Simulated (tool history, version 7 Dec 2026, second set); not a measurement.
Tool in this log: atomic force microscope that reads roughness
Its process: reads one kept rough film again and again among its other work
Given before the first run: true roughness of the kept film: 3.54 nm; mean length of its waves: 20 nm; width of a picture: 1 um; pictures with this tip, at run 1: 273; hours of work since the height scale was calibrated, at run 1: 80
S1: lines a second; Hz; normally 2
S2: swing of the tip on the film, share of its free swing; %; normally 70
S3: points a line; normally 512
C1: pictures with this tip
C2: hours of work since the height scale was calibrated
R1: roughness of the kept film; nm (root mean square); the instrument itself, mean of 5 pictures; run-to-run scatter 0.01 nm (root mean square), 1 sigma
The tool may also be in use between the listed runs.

Run 1, hour 0: usual settings; C1 273; C2 80. Result: R1 1.15 nm (root mean square).
At hour 7.7: new tip fitted.
Run 2, hour 14.8: usual settings but S3 367; C1 9; C2 86. Result: R1 2.206 nm (root mean square).
Run 3, hour 40.9: usual settings but S1 0.68 Hz; C1 40; C2 97. Result: R1 2.2 nm (root mean square).
Run 4, hour 61.9: usual settings but S3 270; C1 65; C2 106. Result: R1 1.854 nm (root mean square).
Run 5, hour 75.3: usual settings; C1 81; C2 112. Result: R1 1.806 nm (root mean square).
At hour 78: height scale calibrated on a step standard.
Run 6, hour 96.9: usual settings but S2 73 %; C1 106; C2 8. Result: R1 1.683 nm (root mean square).
Run 7, hour 110.1: usual settings but S1 1.91 Hz, S2 78 %, S3 415; C1 122; C2 14. Result: R1 1.557 nm (root mean square).
Run 8, hour 126.3: usual settings but S1 1.91 Hz, S2 78 %, S3 415; C1 141; C2 20. Result: R1 1.481 nm (root mean square).
Run 9, hour 141: usual settings but S1 1.91 Hz, S2 78 %, S3 275; C1 159; C2 27. Result: R1 1.412 nm (root mean square).
Run 10, hour 161.9: usual settings but S1 1.64 Hz, S2 57 %, S3 904; C1 184; C2 36. Result: R1 1.553 nm (root mean square).
Run 11, hour 185.9: usual settings but S2 85 %; C1 212; C2 46. Result: R1 1.201 nm (root mean square).
Run 12, hour 198.9: usual settings but S1 2.91 Hz, S2 61 %, S3 387; C1 228; C2 51. Result: R1 1.342 nm (root mean square).

How the hidden state differs across the entries between the runs, from the last listed run before each to the first after it:
Run 1 -> run 2: new tip fitted (hour 7.7)
  radius of the tip, nm: 48 -> 11.3; height scale over the true one, %: -0.09 -> -0.1
  measured value less the no-hidden-state value, R1: -1.131 -> -0.079 nm (root mean square)
Run 5 -> run 6: height scale calibrated on a step standard (hour 78)
  radius of the tip, nm: 19.9 -> 22.8; height scale over the true one, %: -0.12 -> -0.13
  measured value less the no-hidden-state value, R1: -0.465 -> -0.561 nm (root mean square)

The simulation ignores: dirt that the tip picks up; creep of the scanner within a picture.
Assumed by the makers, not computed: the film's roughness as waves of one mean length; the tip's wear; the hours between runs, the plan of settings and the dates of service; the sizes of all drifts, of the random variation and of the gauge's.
